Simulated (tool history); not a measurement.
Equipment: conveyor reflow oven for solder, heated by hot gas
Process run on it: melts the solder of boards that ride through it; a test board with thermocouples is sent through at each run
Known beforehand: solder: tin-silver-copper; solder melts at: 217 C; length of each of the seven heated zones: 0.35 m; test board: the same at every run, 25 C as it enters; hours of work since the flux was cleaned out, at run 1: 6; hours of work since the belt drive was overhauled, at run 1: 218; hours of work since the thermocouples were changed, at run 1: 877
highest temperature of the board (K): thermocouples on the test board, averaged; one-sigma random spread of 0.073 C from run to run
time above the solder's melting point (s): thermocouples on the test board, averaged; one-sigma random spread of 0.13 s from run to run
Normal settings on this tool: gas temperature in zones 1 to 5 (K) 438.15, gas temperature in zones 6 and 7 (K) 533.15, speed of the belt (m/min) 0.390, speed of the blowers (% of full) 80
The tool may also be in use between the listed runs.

run   hour  gas temperature in zones 1 to 5 (K)  gas temperature in zones 6 and 7 (K)  speed of the belt (m/min)  speed of the blowers (% of full)  hours of work since the flux was cleaned out  hours of work since the belt drive was overhauled  hours of work since the thermocouples were changed  highest temperature of the board (K)  time above the solder's melting point (s)
  1    0.0                               438.15                                533.15                      0.390                                80                                             6                                                218                                                 877                                525.85                                       80.9
  2   31.7                               438.15                                533.15                      0.390                                80                                            22                                                234                                                 892                                525.88                                       80.8
  3   56.7                               438.15                                533.15                      0.390                                80                                            34                                                246                                                 904                                525.91                                       80.6
  4   87.7                               438.15                                533.15                      0.390                                80                                            49                                                261                                                 920                                525.87                                       80.6
  5  122.8                               438.15                                533.15                      0.390                                80                                            66                                                278                                                 937                                525.98                                       80.8
  6  157.3                               438.15                                533.15                      0.390                                80                                            83                                                295                                                 954                                525.77                                       80.9
  7  185.0                               438.15                                533.15                      0.390                                80                                            96                                                308                                                 967                                525.88                                       80.8
  8  210.9                               438.15                                533.15                      0.390                                67                                           109                                                321                                                 980                                523.42                                       77.1
  9  234.7                               438.15                                533.15                      0.390                                70                                           121                                                332                                                 991                                523.99                                       78.1
 10  270.3                               438.15                                533.15                      0.390                                70                                           138                                                350                                                1009                                524.12                                       78.1
 11  293.2                               438.15                                533.15                      0.390                                70                                           149                                                361                                                1020                                524.00                                       78.1
 12  325.1                               424.15                                533.15                      0.390                                80                                           165                                                377                                                1035                                524.27                                       73.9
 13  341.9                               424.15                                533.15                      0.390                                80                                           173                                                385                                                1044                                524.39                                       73.7
 14  356.9                               424.15                                533.15                      0.390                                80                                           180                                                392                                                1051                                524.40                                       73.9
 15  376.9                               438.15                                533.15                      0.390                                80                                           190                                                402                                                1061                                525.77                                       80.8
 16  401.7                               438.15                                533.15                      0.390                                80                                           202                                                414                                                1073                                525.81                                       80.6
 17  426.9                               438.15                                547.15                      0.390                                66                                           214                                                426                                                1085                                535.98                                       87.5
 18  442.3                               431.15                                536.15                      0.390                                74                                           222                                                434                                                1093                                526.84                                       78.4
     472.2  -- thermocouples of zones 6 and 7 changed
 19  472.2                               431.15                                536.15                      0.369                                56                                           235                                                447                                                   0                                522.54                                       76.4
 20  493.6                               431.15                                537.15                      0.369                                52                                           246                                                458                                                  10                                522.13                                       75.5
 21  511.2                               435.15                                524.15                      0.402                                77                                           255                                                466                                                  19                                514.13                                       64.0
 22  536.0                               435.15                                524.15                      0.402                                77                                           267                                                478                                                  31                                514.19                                       64.0
 23  561.0                               435.15                                524.15                      0.402                                77                                           279                                                491                                                  43                                514.26                                       64.0
 24  596.0                               429.15                                530.15                      0.396                                85                                           296                                                508                                                  60                                520.89                                       71.4
 25  616.1                               429.15                                530.15                      0.396                                85                                           306                                                517                                                  70                                520.88                                       71.3
 26  649.8                               429.15                                530.15                      0.396                                85                                           322                                                534                                                  87                                520.84                                       71.2
 27  669.6                               429.15                                543.15                      0.396                                85                                           332                                                544                                                  96                                532.99                                       81.8
 28  689.2                               442.15                                543.15                      0.335                                85                                           341                                                553                                                 106                                537.73                                      108.2
 29  710.8                               442.15                                543.15                      0.335                                85                                           352                                                564                                                 116                                537.74                                      108.7
 30  733.8                               425.15                                536.15                      0.328                                58                                           363                                                575                                                 128                                525.69                                       90.0
 31  766.0                               425.15                                536.15                      0.328                                58                                           379                                                591                                                 143                                525.71                                       89.7

Pick out some run-to-run changes in highest temperature of the board (K). Of each, how much would a tool without hidden state show as well, from the settings, what came in and chance, and how much is left for the hidden state and any gauge scatter not in both results compared?
The tool's hidden condition here consists of: heat that the gas passes to the board, % of a clean oven's; belt's true speed, % of the reading; true gas temperature in zones 6 and 7 over the reading, C; drift of the gauge itself on peak_c, C; drift of the gauge itself on liquid_s, %.
Run 16 -> 17: gas temperature in zones 6 and 7 (K) 533.15 -> 547.15, speed of the blowers (% of full) 80 -> 66. highest temperature of the board (K) +10.17: hidden state -0.02, all else +10.19.
Run 18 -> 19: speed of the belt (m/min) 0.390 -> 0.369, speed of the blowers (% of full) 74 -> 56, thermocouples of zones 6 and 7 changed. highest temperature of the board (K) -4.30: hidden state -1.55, all else -2.75.
Run 20 -> 21: gas temperature in zones 1 to 5 (K) 431.15 -> 435.15, gas temperature in zones 6 and 7 (K) 537.15 -> 524.15, speed of the belt (m/min) 0.369 -> 0.402, speed of the blowers (% of full) 52 -> 77. highest temperature of the board (K) -8.00: hidden state -0.12, all else -7.88.
Run 26 -> 27: gas temperature in zones 6 and 7 (K) 530.15 -> 543.15. highest temperature of the board (K) +12.15: hidden state -0.06, all else +12.21.
Run 27 -> 28: gas temperature in zones 1 to 5 (K) 429.15 -> 442.15, speed of the belt (m/min) 0.396 -> 0.335. highest temperature of the board (K) +4.74: hidden state +0.28, all else +4.46.
Run 29 -> 30: gas temperature in zones 1 to 5 (K) 442.15 -> 425.15, gas temperature in zones 6 and 7 (K) 543.15 -> 536.15, speed of the belt (m/min) 0.335 -> 0.328, speed of the blowers (% of full) 85 -> 58. highest temperature of the board (K) -12.05: hidden state +0.00, all else -12.05.
